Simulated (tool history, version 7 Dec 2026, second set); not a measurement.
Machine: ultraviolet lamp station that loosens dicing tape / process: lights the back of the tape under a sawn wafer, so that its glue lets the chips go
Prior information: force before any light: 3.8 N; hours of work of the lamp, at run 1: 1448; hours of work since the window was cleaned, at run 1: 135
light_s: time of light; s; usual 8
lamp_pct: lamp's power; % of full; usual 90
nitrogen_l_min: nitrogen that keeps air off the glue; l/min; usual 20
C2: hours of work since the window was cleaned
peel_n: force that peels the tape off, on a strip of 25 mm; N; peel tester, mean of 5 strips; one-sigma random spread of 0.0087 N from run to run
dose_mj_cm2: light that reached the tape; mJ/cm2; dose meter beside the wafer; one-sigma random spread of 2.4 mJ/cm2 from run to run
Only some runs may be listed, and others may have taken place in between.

{"run": 1, "hour": 0.0, "light_s": 8, "lamp_pct": 90, "nitrogen_l_min": 20, "hours of work of the lamp": 1448, "C2": 135, "peel_n": 0.598, "dose_mj_cm2": 210}
{"run": 2, "hour": 51.2, "light_s": 8, "lamp_pct": 90, "nitrogen_l_min": 20, "hours of work of the lamp": 1486, "C2": 173, "peel_n": 0.629, "dose_mj_cm2": 204}
{"run": 3, "hour": 80.8, "light_s": 8, "lamp_pct": 90, "nitrogen_l_min": 20, "hours of work of the lamp": 1508, "C2": 195, "peel_n": 0.647, "dose_mj_cm2": 200}
{"run": 4, "hour": 139.5, "light_s": 8, "lamp_pct": 64, "nitrogen_l_min": 20, "hours of work of the lamp": 1552, "C2": 239, "peel_n": 1.111, "dose_mj_cm2": 142}
{"run": 5, "hour": 173.2, "light_s": 8, "lamp_pct": 90, "nitrogen_l_min": 12, "hours of work of the lamp": 1577, "C2": 264, "peel_n": 0.936, "dose_mj_cm2": 190}
{"run": 6, "hour": 218.2, "light_s": 8, "lamp_pct": 90, "nitrogen_l_min": 10, "hours of work of the lamp": 1610, "C2": 297, "peel_n": 1.089, "dose_mj_cm2": 189}
{"hour": 233.6, "done": "window cleaned of glue's vapour"}
{"run": 7, "hour": 272.2, "light_s": 8, "lamp_pct": 83, "nitrogen_l_min": 20, "hours of work of the lamp": 1650, "C2": 29, "peel_n": 0.994, "dose_mj_cm2": 154}
{"hour": 297.1, "done": "lamp changed"}
{"run": 8, "hour": 339.9, "light_s": 8, "lamp_pct": 83, "nitrogen_l_min": 20, "hours of work of the lamp": 32, "C2": 79, "peel_n": 0.708, "dose_mj_cm2": 187}
{"run": 9, "hour": 407.7, "light_s": 8, "lamp_pct": 83, "nitrogen_l_min": 20, "hours of work of the lamp": 82, "C2": 129, "peel_n": 0.764, "dose_mj_cm2": 177}
{"run": 10, "hour": 449.1, "light_s": 4, "lamp_pct": 61, "nitrogen_l_min": 24, "hours of work of the lamp": 113, "C2": 160, "peel_n": 1.974, "dose_mj_cm2": 63}
{"hour": 462.7, "done": "window cleaned of glue's vapour, once more"}
{"run": 11, "hour": 507.6, "light_s": 9, "lamp_pct": 80, "nitrogen_l_min": 19, "hours of work of the lamp": 157, "C2": 34, "peel_n": 0.394, "dose_mj_cm2": 271}

Estimate the outcome of run 12 from the log above:
{"run": 12, "hour": 552.2, "light_s": 9, "lamp_pct": 80, "nitrogen_l_min": 19, "hours of work of the lamp": 190, "C2": 67, "peel_n": "?", "dose_mj_cm2": "?"}

peel_n: 0.406 N
dose_mj_cm2: 263 mJ/cm2
On a tool with no hidden condition, and with the same random variation, this run would have come out at peel_n 0.361 N, dose_mj_cm2 281 mJ/cm2.
